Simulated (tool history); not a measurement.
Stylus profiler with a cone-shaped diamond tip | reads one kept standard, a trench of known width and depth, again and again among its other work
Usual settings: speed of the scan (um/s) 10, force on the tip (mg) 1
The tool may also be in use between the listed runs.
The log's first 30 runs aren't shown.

| run | hour | speed of the scan (um/s) | force on the tip (mg) | scans with this tip | hours of work since the height scale was calibrated | depth of the trench (Å) | width of the trench's floor (um) |
|---|---|---|---|---|---|---|---|
| 31 | 2927.8 | 9 | 2.35 | 16626 | 951 | 10124.9 | 22.34 |
| 32 | 3025 | 19 | 0.35 | 16918 | 1009 | 10058.7 | 22.09 |
| 33 | 3168 | 33 | 1.06 | 17348 | 1093 | 10093 | 22.08 |
| 34 | 3247.5 | 33 | 1.06 | 17586 | 1140 | 10096.6 | 22.07 |
| 35 | 3337.6 | 33 | 1.06 | 17857 | 1193 | 10096.2 | 21.97 |
| 36 | 3427.2 | 33 | 1.06 | 18127 | 1246 | 10093.7 | 22 |
| 37 | 3546.9 | 2 | 2.97 | 18486 | 1317 | 10157.4 | 22.14 |
|  | 3574 | new tip fitted, height scale calibrated |
| 38 | 3661.6 | 5 | 2.65 | 263 | 52 | 10111.1 | 23.98 |
| 39 | 3724.2 | 10 | 0.98 | 451 | 89 | 10059 | 23.92 |
| 40 | 3815.8 | 10 | 0.98 | 726 | 143 | 10058.8 | 23.89 |

4 ways to go on from here, each from the tool as it stands after run 40. What would each give?
| A | 3931.3 | 8 | 1.02 | 1073 | 211 | ? | ? |
| B | 3931.3 | 13 | 0.98 | 1073 | 211 | ? | ? |
| C | 3931.3 | 10 | 2.19 | 1073 | 211 | ? | ? |
| D | 3931.3 | 3 | 0.98 | 1073 | 211 | ? | ? |

| run | depth of the trench (Å) | width of the trench's floor (um) |
|---|---|---|
| A | 10062.1 | 23.78 |
| B | 10061 | 23.8 |
| C | 10098.5 | 23.82 |
| D | 10061.1 | 23.8 |
Without the tool's hidden state the same runs would have given:
| run | depth of the trench (Å) | width of the trench's floor (um) |
|---|---|---|
| A | 10052.7 | 23.93 |
| B | 10051.6 | 23.96 |
| C | 10089.1 | 23.98 |
| D | 10051.7 | 23.96 |
